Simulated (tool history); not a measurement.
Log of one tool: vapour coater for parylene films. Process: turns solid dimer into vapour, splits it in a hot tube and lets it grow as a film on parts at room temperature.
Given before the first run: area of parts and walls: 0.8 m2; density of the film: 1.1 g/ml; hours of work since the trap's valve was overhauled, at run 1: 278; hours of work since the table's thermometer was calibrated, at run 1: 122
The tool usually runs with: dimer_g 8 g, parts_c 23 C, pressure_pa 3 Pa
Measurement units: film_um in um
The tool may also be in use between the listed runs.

| run | hour | dimer_g | parts_c | pressure_pa | hours of work since the trap's valve was overhauled | hours of work since the table's thermometer was calibrated | film_um |
|---|---|---|---|---|---|---|---|
| 1 | 0 | 8 | 23 | 3 | 278 | 122 | 5.29 |
| 2 | 37.7 | 8 | 23 | 3 | 299 | 144 | 5.28 |
| 3 | 88.9 | 8 | 23 | 3 | 328 | 173 | 5.26 |
| 4 | 122.4 | 8 | 23 | 3 | 347 | 192 | 5.27 |
| 5 | 153.6 | 8 | 23 | 3 | 365 | 209 | 5.27 |
| 6 | 174.6 | 8 | 23 | 3 | 377 | 221 | 5.27 |
| 7 | 199.7 | 8 | 23 | 2.13 | 391 | 236 | 5.58 |
|  | 254.6 | trap's valve overhauled |
| 8 | 254.8 | 8 | 23 | 3 | 0 | 265 | 5.3 |
| 9 | 300 | 8 | 23 | 3 | 26 | 291 | 5.29 |
| 10 | 340.3 | 8 | 23 | 3 | 49 | 313 | 5.29 |
| 11 | 362.8 | 8 | 23 | 3 | 62 | 326 | 5.28 |
| 12 | 394 | 8 | 23 | 3 | 79 | 344 | 5.3 |
| 13 | 428 | 8 | 23 | 2.73 | 99 | 363 | 5.34 |
| 14 | 457.5 | 8 | 23 | 2.73 | 115 | 380 | 5.38 |
| 15 | 490.6 | 8 | 20 | 3 | 134 | 399 | 5.56 |
| 16 | 540.7 | 8 | 23 | 2.82 | 163 | 427 | 5.39 |
| 17 | 577.7 | 8 | 23 | 3 | 184 | 448 | 5.35 |
| 18 | 614.8 | 4 | 24 | 3.86 | 205 | 470 | 2.5 |
| 19 | 642.1 | 4 | 24 | 3.86 | 220 | 485 | 2.53 |
| 20 | 688.9 | 6 | 33 | 11.77 | 247 | 512 | 2.77 |
| 21 | 723.2 | 6 | 33 | 11.77 | 267 | 531 | 2.73 |
| 22 | 749.8 | 10 | 33 | 7.36 | 282 | 546 | 4.99 |
| 23 | 787.5 | 6 | 27 | 3 | 303 | 568 | 3.77 |
| 24 | 826.5 | 8 | 22 | 3 | 325 | 590 | 5.45 |
| 25 | 856.6 | 8 | 23 | 8.86 | 342 | 607 | 4.52 |
| 26 | 901.6 | 8 | 23 | 8.86 | 368 | 633 | 4.48 |
| 27 | 930.3 | 10 | 17 | 3 | 384 | 649 | 7.31 |
| 28 | 980.7 | 10 | 17 | 3 | 413 | 678 | 7.32 |
|  | 998.1 | trap's valve overhauled |
| 29 | 1025.8 | 8 | 17 | 3 | 16 | 701 | 5.93 |
| 30 | 1063.7 | 8 | 17 | 3 | 37 | 723 | 5.9 |
|  | 1085.5 | gauge calibrated |
| 31 | 1086.4 | 4 | 17 | 4.16 | 50 | 736 | 2.77 |

The next listed run, before its measurement:
| 32 | 1127.2 | 12 | 17 | 3 | 73 | 759 | ? |

{"run 32": {"film_um": 8.58}}
Take away the tool's hidden state, keep the run-to-run variation as it was, and the same run would have given film_um 8.58 um.
